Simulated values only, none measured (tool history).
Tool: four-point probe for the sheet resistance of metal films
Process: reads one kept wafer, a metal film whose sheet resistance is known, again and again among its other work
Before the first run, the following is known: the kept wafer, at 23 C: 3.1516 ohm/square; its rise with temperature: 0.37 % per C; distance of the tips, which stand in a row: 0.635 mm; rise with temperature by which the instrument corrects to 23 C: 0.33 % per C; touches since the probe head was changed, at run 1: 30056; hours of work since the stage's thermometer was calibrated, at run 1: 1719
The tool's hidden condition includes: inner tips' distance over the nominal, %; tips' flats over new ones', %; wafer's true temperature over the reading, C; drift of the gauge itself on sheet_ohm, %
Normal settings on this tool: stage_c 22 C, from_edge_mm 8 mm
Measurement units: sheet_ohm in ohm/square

| run | hour | stage_c | from_edge_mm | touches since the probe head was changed | hours of work since the stage's thermometer was calibrated | sheet_ohm |
|---|---|---|---|---|---|---|
| 1 | 0.0 | 22 | 8 | 30056 | 1719 | 3.149179 |
| 2 | 112.0 | 22 | 8 | 32302 | 1776 | 3.148394 |
| 3 | 198.9 | 22 | 8 | 34047 | 1820 | 3.148261 |
| 4 | 325.4 | 22 | 8 | 36585 | 1884 | 3.145946 |
| 5 | 454.0 | 22 | 8 | 39167 | 1950 | 3.145960 |
| 6 | 584.4 | 22 | 8 | 41783 | 2016 | 3.143178 |
| 7 | 664.5 | 33 | 8 | 43391 | 2057 | 3.159131 |
| 8 | 748.6 | 33 | 8 | 45079 | 2100 | 3.158899 |
| 9 | 862.1 | 33 | 8 | 47355 | 2158 | 3.157713 |
| 10 | 969.0 | 22 | 4 | 49501 | 2212 | 3.173322 |
| 11 | 1031.4 | 22 | 19 | 50754 | 2244 | 3.133829 |
| 12 | 1159.1 | 18 | 14 | 53315 | 2309 | 3.128009 |
|  | 1197.9 | stage's thermometer calibrated |
| 13 | 1248.3 | 26 | 37 | 55095 | 26 | 3.141026 |
| 14 | 1306.5 | 26 | 13 | 56264 | 55 | 3.143487 |
| 15 | 1396.5 | 20 | 8 | 58069 | 101 | 3.142905 |
| 16 | 1492.7 | 23 | 9 | 60001 | 150 | 3.143035 |
| 17 | 1601.0 | 19 | 3 | 62174 | 205 | 3.201866 |
| 18 | 1706.0 | 27 | 4 | 64281 | 259 | 3.180191 |
| 19 | 1792.1 | 22 | 19 | 66009 | 303 | 3.133348 |
| 20 | 1895.0 | 26 | 4 | 68073 | 355 | 3.177339 |
| 21 | 1983.2 | 22 | 19 | 69844 | 400 | 3.131203 |

4 options for the next run, each taken on its own from the tool as it stands now. Forecast them:
| A | 2044.8 | 32 | 36 | 71079 | 431 | ? |
| B | 2044.8 | 20 | 55 | 71079 | 431 | ? |
| C | 2044.8 | 21 | 8 | 71079 | 431 | ? |
| D | 2044.8 | 24 | 36 | 71079 | 431 | ? |

| run | sheet_ohm |
|---|---|
| A | 3.142741 |
| B | 3.126524 |
| C | 3.138503 |
| D | 3.131928 |
Take away the tool's hidden state, keep each run's random variation, and the runs would have read:
| run | sheet_ohm |
|---|---|
| A | 3.163664 |
| B | 3.147416 |
| C | 3.159464 |
| D | 3.152830 |

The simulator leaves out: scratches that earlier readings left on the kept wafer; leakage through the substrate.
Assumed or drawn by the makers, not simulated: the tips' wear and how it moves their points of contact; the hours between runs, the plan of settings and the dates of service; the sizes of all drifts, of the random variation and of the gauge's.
